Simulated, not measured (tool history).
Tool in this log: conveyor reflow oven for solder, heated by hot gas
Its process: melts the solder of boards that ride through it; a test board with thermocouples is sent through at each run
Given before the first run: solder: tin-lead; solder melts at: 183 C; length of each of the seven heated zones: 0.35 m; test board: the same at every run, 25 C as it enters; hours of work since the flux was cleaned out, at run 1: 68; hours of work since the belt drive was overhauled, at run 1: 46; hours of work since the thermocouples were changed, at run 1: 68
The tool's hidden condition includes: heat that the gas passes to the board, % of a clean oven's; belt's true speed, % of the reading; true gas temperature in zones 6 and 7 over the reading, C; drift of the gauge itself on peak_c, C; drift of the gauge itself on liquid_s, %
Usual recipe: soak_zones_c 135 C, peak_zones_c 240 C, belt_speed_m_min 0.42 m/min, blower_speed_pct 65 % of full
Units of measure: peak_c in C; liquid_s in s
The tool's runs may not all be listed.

| run | day | soak_zones_c | peak_zones_c | belt_speed_m_min | blower_speed_pct | hours of work since the flux was cleaned out | hours of work since the belt drive was overhauled | hours of work since the thermocouples were changed | peak_c | liquid_s |
|---|---|---|---|---|---|---|---|---|---|---|
| 1 | 0 | 135 | 240 | 0.42 | 65 | 68 | 46 | 68 | 220.3 | 77.6 |
| 2 | 0.317 | 135 | 240 | 0.42 | 65 | 72 | 50 | 72 | 221.9 | 77.9 |
| 3 | 0.638 | 135 | 240 | 0.42 | 65 | 76 | 54 | 76 | 220.8 | 77.6 |
| 4 | 0.821 | 135 | 240 | 0.42 | 65 | 78 | 57 | 78 | 220.6 | 77.7 |
| 5 | 1 | 135 | 240 | 0.42 | 65 | 81 | 59 | 81 | 221.2 | 77.4 |
| 6 | 1.379 | 135 | 240 | 0.42 | 65 | 86 | 64 | 86 | 220.8 | 77.3 |
| 7 | 1.583 | 135 | 240 | 0.42 | 75 | 88 | 67 | 88 | 224.2 | 80.6 |
| 8 | 1.925 | 135 | 240 | 0.42 | 65 | 93 | 71 | 93 | 221.1 | 77.6 |
| 9 | 2.292 | 135 | 240 | 0.42 | 65 | 97 | 76 | 97 | 221 | 77.2 |
| 10 | 2.538 | 135 | 240 | 0.42 | 65 | 101 | 79 | 101 | 220.3 | 77.3 |
| 11 | 2.9 | 135 | 247 | 0.42 | 65 | 105 | 84 | 105 | 227.6 | 83.3 |
| 12 | 3.146 | 135 | 236 | 0.42 | 65 | 109 | 87 | 109 | 217.9 | 73.8 |
| 13 | 3.392 | 135 | 236 | 0.42 | 65 | 112 | 90 | 112 | 217.3 | 73.7 |
| 14 | 3.758 | 135 | 236 | 0.42 | 65 | 116 | 95 | 116 | 217.8 | 74.1 |
| 15 | 3.988 | 135 | 236 | 0.42 | 65 | 119 | 98 | 119 | 218.2 | 73.6 |
| 16 | 4.238 | 135 | 236 | 0.42 | 65 | 123 | 101 | 123 | 217.7 | 73.8 |
| 17 | 4.479 | 146 | 232 | 0.35 | 88 | 126 | 104 | 126 | 224.7 | 105.2 |
| 18 | 4.792 | 135 | 241 | 0.352 | 65 | 130 | 108 | 130 | 227.4 | 99.4 |
| 19 | 5.112 | 135 | 240 | 0.39 | 54 | 134 | 113 | 134 | 220.1 | 82.3 |
| 20 | 5.492 | 122 | 240 | 0.421 | 61 | 139 | 117 | 139 | 216.5 | 67 |
| 21 | 5.738 | 135 | 240 | 0.42 | 76 | 142 | 121 | 142 | 223.8 | 80.1 |
| 22 | 6.138 | 124 | 252 | 0.413 | 67 | 147 | 126 | 147 | 231 | 83.2 |
| 23 | 6.438 | 148 | 240 | 0.42 | 65 | 151 | 130 | 151 | 223.6 | 85.7 |
| 24 | 6.75 | 148 | 240 | 0.427 | 85 | 155 | 134 | 155 | 227.3 | 87.6 |
| 25 | 7.142 | 121 | 240 | 0.477 | 56 | 160 | 139 | 160 | 208.7 | 49 |
| 26 | 7.496 | 135 | 240 | 0.412 | 65 | 165 | 143 | 165 | 221.1 | 79.7 |
| 27 | 7.842 | 147 | 240 | 0.412 | 82 | 170 | 148 | 170 | 227.5 | 90.8 |
| 28 | 8.171 | 147 | 240 | 0.412 | 82 | 174 | 152 | 174 | 227.3 | 91 |
| 29 | 8.521 | 147 | 240 | 0.412 | 82 | 178 | 157 | 178 | 227.6 | 90.6 |
| 30 | 8.825 | 131 | 240 | 0.355 | 69 | 182 | 161 | 182 | 227.3 | 96.5 |
| 31 | 9.117 | 127 | 254 | 0.426 | 78 | 186 | 165 | 186 | 235.7 | 84.8 |
| 32 | 9.442 | 123 | 254 | 0.426 | 78 | 190 | 169 | 190 | 235.1 | 82.6 |

The logged runs with the hidden state left out (each run's random variation unchanged):
| run | peak_c | liquid_s |
|---|---|---|
| 1 | 220.8 | 78.1 |
| 2 | 222.4 | 78.4 |
| 3 | 221.4 | 78.1 |
| 4 | 221.2 | 78.3 |
| 5 | 221.8 | 77.9 |
| 6 | 221.4 | 77.9 |
| 7 | 224.8 | 81.2 |
| 8 | 221.8 | 78.2 |
| 9 | 221.7 | 77.8 |
| 10 | 221 | 77.9 |
| 11 | 228.4 | 83.8 |
| 12 | 218.7 | 74.5 |
| 13 | 218.1 | 74.5 |
| 14 | 218.6 | 74.9 |
| 15 | 219 | 74.4 |
| 16 | 218.5 | 74.6 |
| 17 | 225.4 | 105.7 |
| 18 | 228.2 | 100 |
| 19 | 220.9 | 83 |
| 20 | 217.5 | 68 |
| 21 | 224.8 | 80.9 |
| 22 | 232 | 84 |
| 23 | 224.5 | 86.4 |
| 24 | 228.3 | 88.1 |
| 25 | 209.8 | 50.3 |
| 26 | 222.1 | 80.6 |
| 27 | 228.6 | 91.4 |
| 28 | 228.4 | 91.6 |
| 29 | 228.7 | 91.2 |
| 30 | 228.4 | 97.4 |
| 31 | 237.1 | 85.5 |
| 32 | 236.6 | 83.4 |

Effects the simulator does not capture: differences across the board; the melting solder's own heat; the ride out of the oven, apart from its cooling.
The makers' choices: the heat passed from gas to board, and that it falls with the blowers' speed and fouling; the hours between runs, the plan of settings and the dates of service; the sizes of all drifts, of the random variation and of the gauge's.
